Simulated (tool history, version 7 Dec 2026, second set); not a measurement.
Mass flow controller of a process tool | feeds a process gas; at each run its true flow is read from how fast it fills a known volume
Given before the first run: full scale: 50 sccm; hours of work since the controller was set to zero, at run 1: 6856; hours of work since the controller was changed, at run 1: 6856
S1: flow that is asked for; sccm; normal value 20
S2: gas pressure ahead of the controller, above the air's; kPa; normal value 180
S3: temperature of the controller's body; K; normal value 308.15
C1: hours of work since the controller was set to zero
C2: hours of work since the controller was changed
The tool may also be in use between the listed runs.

run 1 hour=0.0 | S1=20 S2=180 S3=308.15 | C1=6856 C2=6856 | true_flow_(%)=98.65
run 2 hour=305.8 | S1=20 S2=180 S3=308.15 | C1=7090 C2=7090 | true_flow_(%)=98.82
run 3 hour=869.6 | S1=20 S2=180 S3=308.15 | C1=7522 C2=7522 | true_flow_(%)=99.05
run 4 hour=1319.7 | S1=20 S2=180 S3=308.15 | C1=7867 C2=7867 | true_flow_(%)=99.17
-- hour=1393.7 controller's zero set anew
run 5 hour=1828.9 | S1=20 S2=275 S3=308.15 | C1=334 C2=8257 | true_flow_(%)=99.50
run 6 hour=2141.6 | S1=20 S2=275 S3=308.15 | C1=573 C2=8497 | true_flow_(%)=99.64
run 7 hour=2415.1 | S1=20 S2=275 S3=308.15 | C1=783 C2=8706 | true_flow_(%)=99.62
run 8 hour=2988.6 | S1=20 S2=275 S3=308.15 | C1=1222 C2=9146 | true_flow_(%)=100.00
run 9 hour=3513.4 | S1=20 S2=177 S3=308.15 | C1=1625 C2=9548 | true_flow_(%)=99.95
run 10 hour=3928.2 | S1=20 S2=177 S3=308.15 | C1=1942 C2=9866 | true_flow_(%)=100.06
run 11 hour=4173.2 | S1=20 S2=164 S3=308.15 | C1=2130 C2=10053 | true_flow_(%)=100.17
run 12 hour=4525.7 | S1=6 S2=180 S3=308.15 | C1=2400 C2=10324 | true_flow_(%)=100.08
run 13 hour=4796.6 | S1=6 S2=180 S3=308.15 | C1=2608 C2=10531 | true_flow_(%)=100.17
run 14 hour=5346.0 | S1=6 S2=180 S3=308.15 | C1=3029 C2=10952 | true_flow_(%)=100.34
run 15 hour=5839.1 | S1=6 S2=180 S3=308.15 | C1=3407 C2=11330 | true_flow_(%)=100.38
run 16 hour=6157.2 | S1=20 S2=223 S3=308.15 | C1=3651 C2=11574 | true_flow_(%)=100.92
run 17 hour=6414.6 | S1=30 S2=180 S3=308.15 | C1=3848 C2=11771 | true_flow_(%)=101.13
run 18 hour=6829.5 | S1=20 S2=180 S3=308.15 | C1=4166 C2=12089 | true_flow_(%)=101.15
-- hour=7121.9 gauge calibrated
run 19 hour=7276.9 | S1=20 S2=180 S3=308.15 | C1=4509 C2=12432 | true_flow_(%)=98.84
run 20 hour=7692.5 | S1=20 S2=180 S3=297.15 | C1=4827 C2=12751 | true_flow_(%)=99.64
run 21 hour=7926.1 | S1=20 S2=180 S3=297.15 | C1=5006 C2=12930 | true_flow_(%)=99.77
run 22 hour=8501.2 | S1=20 S2=180 S3=297.15 | C1=5447 C2=13370 | true_flow_(%)=100.09
-- hour=8660.7 controller exchanged for a calibrated one
run 23 hour=8983.3 | S1=20 S2=180 S3=308.15 | C1=247 C2=247 | true_flow_(%)=99.31
run 24 hour=9431.0 | S1=20 S2=180 S3=308.15 | C1=590 C2=590 | true_flow_(%)=99.48
run 25 hour=9875.5 | S1=20 S2=180 S3=308.15 | C1=931 C2=931 | true_flow_(%)=99.71
run 26 hour=10413.8 | S1=20 S2=180 S3=308.15 | C1=1344 C2=1344 | true_flow_(%)=99.76
run 27 hour=10954.4 | S1=47 S2=245 S3=298.15 | C1=1758 C2=1758 | true_flow_(%)=101.41
run 28 hour=11450.7 | S1=47 S2=245 S3=298.15 | C1=2138 C2=2138 | true_flow_(%)=101.57
run 29 hour=12008.4 | S1=34 S2=179 S3=308.15 | C1=2566 C2=2566 | true_flow_(%)=100.52
run 30 hour=12455.2 | S1=6 S2=179 S3=310.15 | C1=2908 C2=2908 | true_flow_(%)=100.24
run 31 hour=12693.8 | S1=47 S2=227 S3=308.15 | C1=3091 C2=3091 | true_flow_(%)=101.25
run 32 hour=13217.4 | S1=17 S2=160 S3=308.15 | C1=3492 C2=3492 | true_flow_(%)=100.75
run 33 hour=13670.4 | S1=17 S2=160 S3=308.15 | C1=3839 C2=3839 | true_flow_(%)=100.97
run 34 hour=14241.6 | S1=17 S2=160 S3=308.15 | C1=4277 C2=4277 | true_flow_(%)=101.03
run 35 hour=14611.7 | S1=13 S2=234 S3=297.15 | C1=4561 C2=4561 | true_flow_(%)=102.09
run 36 hour=14928.7 | S1=13 S2=234 S3=297.15 | C1=4804 C2=4804 | true_flow_(%)=102.23
run 37 hour=15430.8 | S1=13 S2=234 S3=297.15 | C1=5188 C2=5188 | true_flow_(%)=102.47
-- hour=15919.5 gauge calibrated
run 38 hour=15923.5 | S1=13 S2=161 S3=308.15 | C1=5566 C2=5566 | true_flow_(%)=98.49
run 39 hour=16202.9 | S1=20 S2=233 S3=293.15 | C1=5780 C2=5780 | true_flow_(%)=99.99
run 40 hour=16685.1 | S1=48 S2=204 S3=296.15 | C1=6150 C2=6150 | true_flow_(%)=100.51
run 41 hour=16985.7 | S1=10 S2=165 S3=298.15 | C1=6380 C2=6380 | true_flow_(%)=99.82
run 42 hour=17493.1 | S1=5 S2=180 S3=304.15 | C1=6769 C2=6769 | true_flow_(%)=99.42

Predict the results of run 43:
run 43 hour=17788.7 | S1=12 S2=165 S3=294.15 | C1=6995 C2=6995 | true_flow_(%)=?

true flow (%): 100.37
With the hidden condition absent and the run-to-run variation left alone, this run would have shown true flow (%) 99.70.
